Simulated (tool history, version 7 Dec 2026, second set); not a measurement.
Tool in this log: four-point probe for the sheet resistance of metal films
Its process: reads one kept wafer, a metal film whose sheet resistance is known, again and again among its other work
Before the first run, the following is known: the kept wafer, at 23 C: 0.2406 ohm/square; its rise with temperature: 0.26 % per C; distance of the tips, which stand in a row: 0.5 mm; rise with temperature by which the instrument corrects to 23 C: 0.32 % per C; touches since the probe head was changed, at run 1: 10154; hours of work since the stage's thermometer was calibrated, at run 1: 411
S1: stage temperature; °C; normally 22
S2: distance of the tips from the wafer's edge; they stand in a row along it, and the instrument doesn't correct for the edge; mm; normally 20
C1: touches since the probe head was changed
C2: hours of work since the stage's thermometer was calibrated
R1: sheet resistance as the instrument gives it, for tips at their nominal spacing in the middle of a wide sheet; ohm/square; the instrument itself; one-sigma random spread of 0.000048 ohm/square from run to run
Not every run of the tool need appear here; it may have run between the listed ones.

{"run": 1, "day": 0.0, "S1": 22, "S2": 20, "C1": 10154, "C2": 411, "R1": 0.241153}
{"run": 2, "day": 1.462, "S1": 22, "S2": 50, "C1": 10924, "C2": 427, "R1": 0.241172}
{"run": 3, "day": 2.179, "S1": 22, "S2": 50, "C1": 11299, "C2": 435, "R1": 0.241194}
{"run": 4, "day": 3.617, "S1": 24, "S2": 20, "C1": 12056, "C2": 451, "R1": 0.240923}
{"run": 5, "day": 4.646, "S1": 22, "S2": 52, "C1": 12597, "C2": 463, "R1": 0.241139}
{"run": 6, "day": 5.633, "S1": 22, "S2": 52, "C1": 13115, "C2": 474, "R1": 0.241187}
{"run": 7, "day": 6.271, "S1": 22, "S2": 46, "C1": 13451, "C2": 481, "R1": 0.241214}
{"run": 8, "day": 7.475, "S1": 22, "S2": 20, "C1": 14082, "C2": 495, "R1": 0.241132}
{"run": 9, "day": 8.904, "S1": 31, "S2": 20, "C1": 14833, "C2": 511, "R1": 0.240046}
{"run": 10, "day": 9.979, "S1": 22, "S2": 20, "C1": 15398, "C2": 523, "R1": 0.241248}
{"run": 11, "day": 10.975, "S1": 22, "S2": 20, "C1": 15923, "C2": 534, "R1": 0.241243}
{"run": 12, "day": 12.017, "S1": 23, "S2": 20, "C1": 16470, "C2": 546, "R1": 0.241077}
{"day": 12.171, "done": "stage's thermometer calibrated"}
{"run": 13, "day": 13.312, "S1": 23, "S2": 20, "C1": 17140, "C2": 13, "R1": 0.241158}
{"run": 14, "day": 14.112, "S1": 20, "S2": 20, "C1": 17560, "C2": 22, "R1": 0.24159}
{"run": 15, "day": 15.508, "S1": 20, "S2": 20, "C1": 18294, "C2": 37, "R1": 0.241725}
{"run": 16, "day": 16.917, "S1": 34, "S2": 20, "C1": 19034, "C2": 53, "R1": 0.239837}
{"run": 17, "day": 17.842, "S1": 22, "S2": 20, "C1": 19520, "C2": 64, "R1": 0.241375}
{"run": 18, "day": 19.412, "S1": 28, "S2": 20, "C1": 20344, "C2": 81, "R1": 0.240615}
{"run": 19, "day": 20.246, "S1": 22, "S2": 20, "C1": 20783, "C2": 91, "R1": 0.241389}
{"day": 21.583, "done": "stage's thermometer calibrated, once more"}
{"run": 20, "day": 21.754, "S1": 20, "S2": 6, "C1": 21565, "C2": 2, "R1": 0.242451}
{"run": 21, "day": 22.571, "S1": 20, "S2": 6, "C1": 21993, "C2": 11, "R1": 0.242462}
{"run": 22, "day": 23.958, "S1": 21, "S2": 29, "C1": 22723, "C2": 27, "R1": 0.241539}
{"run": 23, "day": 24.758, "S1": 21, "S2": 29, "C1": 23143, "C2": 36, "R1": 0.241458}
{"run": 24, "day": 25.883, "S1": 32, "S2": 12, "C1": 23736, "C2": 48, "R1": 0.240181}
{"run": 25, "day": 27.312, "S1": 32, "S2": 12, "C1": 24486, "C2": 64, "R1": 0.240253}
{"run": 26, "day": 28.817, "S1": 22, "S2": 32, "C1": 25276, "C2": 81, "R1": 0.241283}
{"run": 27, "day": 29.479, "S1": 19, "S2": 29, "C1": 25625, "C2": 89, "R1": 0.241768}
{"run": 28, "day": 30.796, "S1": 19, "S2": 29, "C1": 26316, "C2": 103, "R1": 0.241755}
{"run": 29, "day": 31.925, "S1": 25, "S2": 19, "C1": 26909, "C2": 116, "R1": 0.241111}
{"run": 30, "day": 33.071, "S1": 25, "S2": 19, "C1": 27511, "C2": 129, "R1": 0.241104}
{"run": 31, "day": 34.629, "S1": 18, "S2": 21, "C1": 28331, "C2": 147, "R1": 0.242005}
{"run": 32, "day": 35.771, "S1": 22, "S2": 5, "C1": 28930, "C2": 159, "R1": 0.242656}
{"run": 33, "day": 36.521, "S1": 22, "S2": 5, "C1": 29326, "C2": 168, "R1": 0.242685}
{"run": 34, "day": 37.629, "S1": 20, "S2": 9, "C1": 29907, "C2": 180, "R1": 0.242113}
{"run": 35, "day": 38.712, "S1": 20, "S2": 9, "C1": 30476, "C2": 192, "R1": 0.242118}
{"run": 36, "day": 39.829, "S1": 22, "S2": 11, "C1": 31064, "C2": 205, "R1": 0.241699}
{"run": 37, "day": 41.079, "S1": 25, "S2": 20, "C1": 31721, "C2": 219, "R1": 0.241114}

Hidden state at the last listed run before each entry between runs and at the first one after, where it differs:
After run 12, before run 13: stage's thermometer calibrated (day 12.171)
  inner tips' distance over the nominal, %: 0.165 -> 0.168; tips' flats over new ones', %: 12 -> 13; wafer's true temperature over the reading, C: 0.07 -> 0.08
  measured value less the no-hidden-state value, R1: +0.000474 -> +0.000492 ohm/square
After run 19, before run 20: stage's thermometer calibrated, once more (day 21.583)
  inner tips' distance over the nominal, %: 0.189 -> 0.194; tips' flats over new ones', %: 15 -> 16; wafer's true temperature over the reading, C: 0.09 -> 0.04
  measured value less the no-hidden-state value, R1: +0.000553 -> +0.000535 ohm/square
